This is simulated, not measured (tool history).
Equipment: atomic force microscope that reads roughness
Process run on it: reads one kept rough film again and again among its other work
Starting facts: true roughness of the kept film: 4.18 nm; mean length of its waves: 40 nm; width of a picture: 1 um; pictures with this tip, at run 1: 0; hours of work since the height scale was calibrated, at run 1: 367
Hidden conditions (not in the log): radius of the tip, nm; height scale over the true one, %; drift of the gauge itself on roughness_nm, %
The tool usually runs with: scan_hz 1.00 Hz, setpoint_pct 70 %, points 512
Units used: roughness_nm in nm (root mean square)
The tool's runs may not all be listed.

run    hour  scan_hz  setpoint_pct  points  pictures with this tip  hours of work since the height scale was calibrated  roughness_nm
  1     0.0     1.00            70     512                       0                                                  367         3.697
  2    19.0     1.00            76     512                      37                                                  382         3.627
  3    40.5     1.00            70     512                      79                                                  399         3.617
  4    72.0     1.00            83     512                     141                                                  423         3.449
  5    92.8     1.00            83     512                     182                                                  439         3.389
  6   127.4     1.00            83     512                     250                                                  466         3.283
  7   157.7     1.00            83     512                     310                                                  489         3.246
      164.5  -- new tip fitted
  8   185.2     1.00            83     512                      41                                                  510         3.554
  9   207.2     1.00            80     512                      84                                                  527         3.538
 10   224.1     1.00            80     512                     117                                                  540         3.489
 11   250.0     1.00            67     512                     168                                                  560         3.548
 12   284.3     1.83            67     512                     236                                                  587         3.390
 13   305.0     1.83            67     512                     276                                                  602         3.337
      329.8  -- new tip fitted
 14   331.6     1.83            67     512                       4                                                  623         3.669
 15   361.6     1.83            67     512                      63                                                  646         3.592
 16   395.3     1.00            70     512                     129                                                  672         3.593
 17   420.2     1.00            70     512                     178                                                  691         3.497
 18   438.3     1.00            78     512                     213                                                  705         3.390
 19   463.5     1.00            78     512                     263                                                  725         3.397
 20   491.6     1.00            78     512                     318                                                  746         3.298
      494.6  -- new tip fitted
 21   515.2     1.00            78     512                      41                                                  764         3.617
 22   547.8     1.00            78     512                     105                                                  789         3.512
 23   566.3     1.00            70     260                     141                                                  804         3.528
 24   582.6     1.00            70     260                     173                                                  816         3.503
 25   603.7     0.67            59     512                     215                                                  833         3.570
 26   640.6     2.82            60     446                     287                                                  861         3.337
      660.0  -- new tip fitted
 27   671.6     2.82            82     446                      23                                                  885         3.186
 28   698.0     1.00            72     728                      75                                                  905         3.639
 29   715.0     1.00            72     728                     108                                                  918         3.591
 30   739.8     3.64            70     550                     157                                                  937         3.219
 31   768.7     1.21            70     532                     214                                                  960         3.463
 32   791.0     0.52            86     335                     258                                                  977         3.396
 33   815.2     0.52            86     335                     305                                                  996         3.329
      819.4  -- height scale calibrated on a step standard
      826.6  -- new tip fitted
 34   844.4     0.52            86     335                      35                                                   19         3.646
 35   873.6     1.10            86     323                      92                                                   42         3.414
      884.1  -- height scale calibrated on a step standard, once more
 36   909.5     1.31            65     991                     161                                                   20         3.517
 37   924.7     2.23            65     565                     191                                                   31         3.386
 38   956.1     1.11            69     512                     252                                                   56         3.414
 39   971.3     1.11            69     512                     282                                                   67         3.365
 40   988.1     1.11            69     512                     315                                                   80         3.301
      994.4  -- new tip fitted
 41  1006.0     1.11            88     375                      23                                                   94         3.461
 42  1026.7     1.11            88     375                      63                                                  110         3.397
 43  1059.7     1.11            88     375                     128                                                  135         3.343
 44  1088.6     1.11            88     375                     185                                                  158         3.297
 45  1120.0     1.00            68     512                     247                                                  182         3.452
 46  1154.2     2.00            88     662                     314                                                  208         2.948
     1159.9  -- new tip fitted
 47  1180.6     1.15            82     662                      41                                                  228         3.534
 48  1207.7     2.93            72     311                      94                                                  249         3.305

Results per run with the tool's hidden condition removed, run-to-run variation unchanged:
run  roughness_nm
  1         3.705
  2         3.685
  3         3.730
  4         3.634
  5         3.623
  6         3.587
  7         3.618
  8         3.617
  9         3.655
 10         3.645
 11         3.770
 12         3.690
 13         3.681
 14         3.661
 15         3.666
 16         3.747
 17         3.714
 18         3.646
 19         3.715
 20         3.674
 21         3.682
 22         3.647
 23         3.709
 24         3.726
 25         3.851
 26         3.684
 27         3.208
 28         3.737
 29         3.733
 30         3.407
 31         3.733
 32         3.721
 33         3.702
 34         3.684
 35         3.517
 36         3.749
 37         3.645
 38         3.746
 39         3.733
 40         3.706
 41         3.491
 42         3.474
 43         3.499
 44         3.521
 45         3.766
 46         3.282
 47         3.588
 48         3.425
